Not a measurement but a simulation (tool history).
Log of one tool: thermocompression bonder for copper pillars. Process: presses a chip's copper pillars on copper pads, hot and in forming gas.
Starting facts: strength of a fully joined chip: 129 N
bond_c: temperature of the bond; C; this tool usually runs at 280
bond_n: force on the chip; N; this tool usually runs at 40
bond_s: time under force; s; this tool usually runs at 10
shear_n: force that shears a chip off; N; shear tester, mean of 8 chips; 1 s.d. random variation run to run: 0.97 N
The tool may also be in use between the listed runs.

Run 1, hour 0.0: usual settings. Result: shear_n 74.0 N.
Run 2, hour 18.9: usual settings but bond_n 25 N. Result: shear_n 55.1 N.
Run 3, hour 34.3: usual settings but bond_n 28 N. Result: shear_n 59.1 N.
Run 4, hour 45.5: usual settings. Result: shear_n 73.1 N.
Run 5, hour 61.6: usual settings. Result: shear_n 73.9 N.
Run 6, hour 78.7: usual settings. Result: shear_n 72.1 N.
At hour 81.1: force cell calibrated.
Run 7, hour 93.9: usual settings but bond_s 9 s. Result: shear_n 71.0 N.
Run 8, hour 105.8: usual settings but bond_s 9 s. Result: shear_n 70.7 N.
Run 9, hour 125.7: usual settings but bond_s 9 s. Result: shear_n 69.3 N.
Run 10, hour 141.8: usual settings but bond_s 9 s. Result: shear_n 69.9 N.
At hour 146.3: force cell calibrated, once more.
Run 11, hour 153.9: usual settings but bond_s 5 s. Result: shear_n 56.7 N.
Run 12, hour 170.4: usual settings but bond_c 298 C, bond_n 59 N, bond_s 6 s. Result: shear_n 90.2 N.
Run 13, hour 179.6: usual settings but bond_c 287 C, bond_n 25 N, bond_s 6 s. Result: shear_n 47.3 N.
Run 14, hour 192.2: usual settings but bond_c 287 C, bond_n 25 N, bond_s 6 s. Result: shear_n 48.0 N.

Below are 4 alternative next runs, each starting from the tool's condition after run 14. Predict each:
Run A, hour 204.1: usual settings but bond_s 5 s. Result: shear_n ?.
Run B, hour 204.1: usual settings but bond_c 308 C, bond_n 25 N, bond_s 6 s. Result: shear_n ?.
Run C, hour 204.1: usual settings but bond_s 19 s. Result: shear_n ?.
Run D, hour 204.1: usual settings but bond_c 264 C, bond_n 32 N, bond_s 22 s. Result: shear_n ?.

run  shear_n
  A     56.5
  B     60.3
  C     85.9
  D     64.9
What these runs would have given with no unlogged condition in the tool:
run  shear_n
  A     68.1
  B     71.4
  C     99.5
  D     77.9

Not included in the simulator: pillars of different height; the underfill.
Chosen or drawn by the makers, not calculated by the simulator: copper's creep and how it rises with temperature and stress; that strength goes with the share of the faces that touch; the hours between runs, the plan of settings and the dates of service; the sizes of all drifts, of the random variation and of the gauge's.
